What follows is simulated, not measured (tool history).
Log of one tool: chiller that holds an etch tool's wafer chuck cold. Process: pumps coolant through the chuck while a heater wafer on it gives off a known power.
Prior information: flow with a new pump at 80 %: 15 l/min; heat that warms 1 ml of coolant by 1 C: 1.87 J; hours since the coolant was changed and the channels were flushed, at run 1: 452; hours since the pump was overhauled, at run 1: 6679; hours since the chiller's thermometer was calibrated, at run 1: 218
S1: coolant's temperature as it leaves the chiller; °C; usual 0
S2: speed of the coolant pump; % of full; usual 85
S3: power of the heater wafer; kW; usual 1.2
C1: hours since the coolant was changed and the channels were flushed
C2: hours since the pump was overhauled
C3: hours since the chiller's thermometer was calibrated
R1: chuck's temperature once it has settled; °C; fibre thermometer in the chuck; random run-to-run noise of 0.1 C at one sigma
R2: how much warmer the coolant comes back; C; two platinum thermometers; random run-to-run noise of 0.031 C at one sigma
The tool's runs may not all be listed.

{"run": 1, "hour": 0.0, "S1": 0, "S2": 85, "S3": 1.2, "C1": 452, "C2": 6679, "C3": 218, "R1": 11.9, "R2": 2.89}
{"run": 2, "hour": 145.9, "S1": 0, "S2": 85, "S3": 1.2, "C1": 597, "C2": 6824, "C3": 364, "R1": 12.1, "R2": 2.86}
{"run": 3, "hour": 273.9, "S1": 0, "S2": 85, "S3": 1.2, "C1": 725, "C2": 6952, "C3": 492, "R1": 12, "R2": 2.93}
{"run": 4, "hour": 438.5, "S1": 0, "S2": 85, "S3": 1.2, "C1": 890, "C2": 7117, "C3": 656, "R1": 12.2, "R2": 2.93}
{"run": 5, "hour": 519.3, "S1": 0, "S2": 85, "S3": 1.2, "C1": 971, "C2": 7198, "C3": 737, "R1": 12.2, "R2": 2.99}
{"run": 6, "hour": 586.7, "S1": 0, "S2": 85, "S3": 1.2, "C1": 1038, "C2": 7265, "C3": 805, "R1": 12.1, "R2": 3}
{"run": 7, "hour": 674.2, "S1": 0, "S2": 85, "S3": 1.2, "C1": 1126, "C2": 7353, "C3": 892, "R1": 12.4, "R2": 2.91}
{"run": 8, "hour": 823.2, "S1": 2, "S2": 95, "S3": 1.2, "C1": 1275, "C2": 7502, "C3": 1041, "R1": 13.6, "R2": 2.68}
{"run": 9, "hour": 908.4, "S1": 2, "S2": 74, "S3": 1.2, "C1": 1360, "C2": 7587, "C3": 1126, "R1": 15.7, "R2": 3.42}
{"run": 10, "hour": 983.6, "S1": -6, "S2": 74, "S3": 0.615, "C1": 1435, "C2": 7662, "C3": 1201, "R1": 1, "R2": 1.78}
{"run": 11, "hour": 1108.0, "S1": -6, "S2": 74, "S3": 0.615, "C1": 1560, "C2": 7787, "C3": 1326, "R1": 0.9, "R2": 1.77}
{"run": 12, "hour": 1241.7, "S1": -6, "S2": 93, "S3": 0.777, "C1": 1693, "C2": 7920, "C3": 1460, "R1": 1.5, "R2": 1.77}

What does the tool deliver on the next run?
{"run": 13, "hour": 1386.2, "S1": 8, "S2": 62, "S3": 0.777, "C1": 1838, "C2": 8065, "C3": 1604, "R1": "?", "R2": "?"}

{"run 13": {"R1": 18, "R2": 2.7}}
Take away the tool's hidden state, keep the run-to-run variation as it was, and the same run would have given R1 16.4 °C, R2 2.13 C.

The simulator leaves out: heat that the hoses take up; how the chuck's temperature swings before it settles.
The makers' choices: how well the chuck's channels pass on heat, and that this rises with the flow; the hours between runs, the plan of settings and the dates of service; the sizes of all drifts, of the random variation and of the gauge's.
